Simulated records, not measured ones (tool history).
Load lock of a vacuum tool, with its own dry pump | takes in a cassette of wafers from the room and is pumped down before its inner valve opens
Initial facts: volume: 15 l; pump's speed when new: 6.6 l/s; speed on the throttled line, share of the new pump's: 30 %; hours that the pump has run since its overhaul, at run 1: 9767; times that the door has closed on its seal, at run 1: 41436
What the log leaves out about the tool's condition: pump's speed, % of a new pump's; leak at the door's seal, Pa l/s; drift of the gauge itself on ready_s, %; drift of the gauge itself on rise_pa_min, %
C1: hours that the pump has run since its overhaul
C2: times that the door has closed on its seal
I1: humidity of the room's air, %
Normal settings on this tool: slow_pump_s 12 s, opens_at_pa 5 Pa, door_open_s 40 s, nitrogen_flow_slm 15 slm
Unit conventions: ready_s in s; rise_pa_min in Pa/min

{"run": 1, "hour": 0.0, "slow_pump_s": 12, "opens_at_pa": 5, "door_open_s": 40, "nitrogen_flow_slm": 15, "C1": 9767, "C2": 41436, "I1": 42.2, "ready_s": 31.8, "rise_pa_min": 0.084}
{"run": 2, "hour": 212.6, "slow_pump_s": 12, "opens_at_pa": 5, "door_open_s": 40, "nitrogen_flow_slm": 15, "C1": 9980, "C2": 42436, "I1": 43.6, "ready_s": 32.2, "rise_pa_min": 0.088}
{"run": 3, "hour": 511.4, "slow_pump_s": 12, "opens_at_pa": 5, "door_open_s": 40, "nitrogen_flow_slm": 15, "C1": 10278, "C2": 43842, "I1": 46.1, "ready_s": 32.1, "rise_pa_min": 0.088}
{"run": 4, "hour": 675.9, "slow_pump_s": 12, "opens_at_pa": 5, "door_open_s": 40, "nitrogen_flow_slm": 15, "C1": 10443, "C2": 44616, "I1": 43.2, "ready_s": 31.7, "rise_pa_min": 0.093}
{"run": 5, "hour": 822.9, "slow_pump_s": 12, "opens_at_pa": 5, "door_open_s": 40, "nitrogen_flow_slm": 15, "C1": 10590, "C2": 45308, "I1": 44.5, "ready_s": 32.1, "rise_pa_min": 0.09}
{"run": 6, "hour": 1173.1, "slow_pump_s": 12, "opens_at_pa": 6, "door_open_s": 40, "nitrogen_flow_slm": 15, "C1": 10940, "C2": 46956, "I1": 49.2, "ready_s": 31.5, "rise_pa_min": 0.099}
{"run": 7, "hour": 1452.5, "slow_pump_s": 12, "opens_at_pa": 6, "door_open_s": 40, "nitrogen_flow_slm": 15, "C1": 11220, "C2": 48270, "I1": 45.7, "ready_s": 31.7, "rise_pa_min": 0.098}
{"run": 8, "hour": 1676.4, "slow_pump_s": 12, "opens_at_pa": 6, "door_open_s": 40, "nitrogen_flow_slm": 15, "C1": 11443, "C2": 49324, "I1": 48.1, "ready_s": 31.6, "rise_pa_min": 0.103}
{"run": 9, "hour": 1969.6, "slow_pump_s": 12, "opens_at_pa": 5, "door_open_s": 40, "nitrogen_flow_slm": 4, "C1": 11737, "C2": 50704, "I1": 44.3, "ready_s": 32.3, "rise_pa_min": 0.129}
{"run": 10, "hour": 2161.8, "slow_pump_s": 12, "opens_at_pa": 5, "door_open_s": 40, "nitrogen_flow_slm": 4, "C1": 11929, "C2": 51608, "I1": 46.0, "ready_s": 32.1, "rise_pa_min": 0.128}
{"run": 11, "hour": 2431.0, "slow_pump_s": 12, "opens_at_pa": 5, "door_open_s": 40, "nitrogen_flow_slm": 15, "C1": 12198, "C2": 52875, "I1": 44.8, "ready_s": 32.1, "rise_pa_min": 0.11}
{"run": 12, "hour": 2599.5, "slow_pump_s": 12, "opens_at_pa": 5, "door_open_s": 40, "nitrogen_flow_slm": 15, "C1": 12367, "C2": 53668, "I1": 45.4, "ready_s": 32.2, "rise_pa_min": 0.106}
{"run": 13, "hour": 2915.7, "slow_pump_s": 12, "opens_at_pa": 5, "door_open_s": 40, "nitrogen_flow_slm": 15, "C1": 12683, "C2": 55156, "I1": 42.4, "ready_s": 32.1, "rise_pa_min": 0.111}
{"run": 14, "hour": 3269.9, "slow_pump_s": 12, "opens_at_pa": 5, "door_open_s": 40, "nitrogen_flow_slm": 15, "C1": 13037, "C2": 56822, "I1": 43.0, "ready_s": 32.3, "rise_pa_min": 0.113}
{"run": 15, "hour": 3453.9, "slow_pump_s": 19, "opens_at_pa": 5, "door_open_s": 40, "nitrogen_flow_slm": 15, "C1": 13221, "C2": 57688, "I1": 40.0, "ready_s": 37.1, "rise_pa_min": 0.119}
{"run": 16, "hour": 3662.1, "slow_pump_s": 6, "opens_at_pa": 5, "door_open_s": 40, "nitrogen_flow_slm": 20, "C1": 13429, "C2": 58668, "I1": 42.3, "ready_s": 28.2, "rise_pa_min": 0.112}
{"run": 17, "hour": 3927.4, "slow_pump_s": 6, "opens_at_pa": 5, "door_open_s": 40, "nitrogen_flow_slm": 20, "C1": 13694, "C2": 59916, "I1": 42.3, "ready_s": 28.2, "rise_pa_min": 0.113}
{"run": 18, "hour": 4151.7, "slow_pump_s": 22, "opens_at_pa": 5, "door_open_s": 140, "nitrogen_flow_slm": 20, "C1": 13919, "C2": 60972, "I1": 44.3, "ready_s": 39.6, "rise_pa_min": 0.147}
{"run": 19, "hour": 4449.4, "slow_pump_s": 9, "opens_at_pa": 4, "door_open_s": 131, "nitrogen_flow_slm": 38, "C1": 14217, "C2": 62373, "I1": 42.4, "ready_s": 31.1, "rise_pa_min": 0.131}
{"run": 20, "hour": 4703.6, "slow_pump_s": 10, "opens_at_pa": 5, "door_open_s": 88, "nitrogen_flow_slm": 7, "C1": 14471, "C2": 63569, "I1": 45.6, "ready_s": 31.3, "rise_pa_min": 0.171}
{"run": 21, "hour": 4992.9, "slow_pump_s": 10, "opens_at_pa": 5, "door_open_s": 88, "nitrogen_flow_slm": 7, "C1": 14760, "C2": 64930, "I1": 44.3, "ready_s": 31.3, "rise_pa_min": 0.172}
{"run": 22, "hour": 5295.9, "slow_pump_s": 10, "opens_at_pa": 5, "door_open_s": 88, "nitrogen_flow_slm": 7, "C1": 15063, "C2": 66356, "I1": 46.3, "ready_s": 31.1, "rise_pa_min": 0.186}
{"run": 23, "hour": 5557.0, "slow_pump_s": 10, "opens_at_pa": 5, "door_open_s": 88, "nitrogen_flow_slm": 7, "C1": 15324, "C2": 67584, "I1": 45.1, "ready_s": 31.3, "rise_pa_min": 0.177}
{"run": 24, "hour": 5772.7, "slow_pump_s": 10, "opens_at_pa": 5, "door_open_s": 88, "nitrogen_flow_slm": 7, "C1": 15540, "C2": 68599, "I1": 43.5, "ready_s": 31.3, "rise_pa_min": 0.18}
{"run": 25, "hour": 6041.5, "slow_pump_s": 8, "opens_at_pa": 4, "door_open_s": 44, "nitrogen_flow_slm": 5, "C1": 15809, "C2": 69864, "I1": 45.5, "ready_s": 30.8, "rise_pa_min": 0.18}
{"hour": 6246.3, "done": "door's seal changed, seat wiped"}
{"run": 26, "hour": 6342.0, "slow_pump_s": 8, "opens_at_pa": 4, "door_open_s": 44, "nitrogen_flow_slm": 5, "C1": 16108, "C2": 450, "I1": 45.6, "ready_s": 30.6, "rise_pa_min": 0.058}
{"run": 27, "hour": 6565.8, "slow_pump_s": 12, "opens_at_pa": 5, "door_open_s": 64, "nitrogen_flow_slm": 12, "C1": 16331, "C2": 1503, "I1": 44.4, "ready_s": 32.7, "rise_pa_min": 0.046}
{"run": 28, "hour": 6859.8, "slow_pump_s": 7, "opens_at_pa": 7, "door_open_s": 67, "nitrogen_flow_slm": 18, "C1": 16625, "C2": 2886, "I1": 44.1, "ready_s": 28.4, "rise_pa_min": 0.04}
{"run": 29, "hour": 7008.6, "slow_pump_s": 18, "opens_at_pa": 5, "door_open_s": 40, "nitrogen_flow_slm": 9, "C1": 16774, "C2": 3587, "I1": 43.4, "ready_s": 36.6, "rise_pa_min": 0.042}

Alternative continuations, all from the tool just after run 29; predict every row:
{"run": "A", "hour": 7187.3, "slow_pump_s": 18, "opens_at_pa": 8, "door_open_s": 66, "nitrogen_flow_slm": 5, "C1": 16953, "C2": 4428, "I1": 45.5, "ready_s": "?", "rise_pa_min": "?"}
{"run": "B", "hour": 7187.3, "slow_pump_s": 19, "opens_at_pa": 5, "door_open_s": 48, "nitrogen_flow_slm": 5, "C1": 16953, "C2": 4428, "I1": 47.3, "ready_s": "?", "rise_pa_min": "?"}
{"run": "C", "hour": 7187.3, "slow_pump_s": 8, "opens_at_pa": 8, "door_open_s": 122, "nitrogen_flow_slm": 15, "C1": 16953, "C2": 4428, "I1": 44.5, "ready_s": "?", "rise_pa_min": "?"}
{"run": "D", "hour": 7187.3, "slow_pump_s": 12, "opens_at_pa": 5, "door_open_s": 151, "nitrogen_flow_slm": 8, "C1": 16953, "C2": 4428, "I1": 44.7, "ready_s": "?", "rise_pa_min": "?"}

run=A ready_s=35.5 rise_pa_min=0.082
run=B ready_s=37.7 rise_pa_min=0.070
run=C ready_s=28.8 rise_pa_min=0.062
run=D ready_s=32.9 rise_pa_min=0.090
Had the tool no hidden state, the same runs would have come out as:
run=A ready_s=34.1 rise_pa_min=0.083
run=B ready_s=36.3 rise_pa_min=0.070
run=C ready_s=27.2 rise_pa_min=0.063
run=D ready_s=31.2 rise_pa_min=0.090

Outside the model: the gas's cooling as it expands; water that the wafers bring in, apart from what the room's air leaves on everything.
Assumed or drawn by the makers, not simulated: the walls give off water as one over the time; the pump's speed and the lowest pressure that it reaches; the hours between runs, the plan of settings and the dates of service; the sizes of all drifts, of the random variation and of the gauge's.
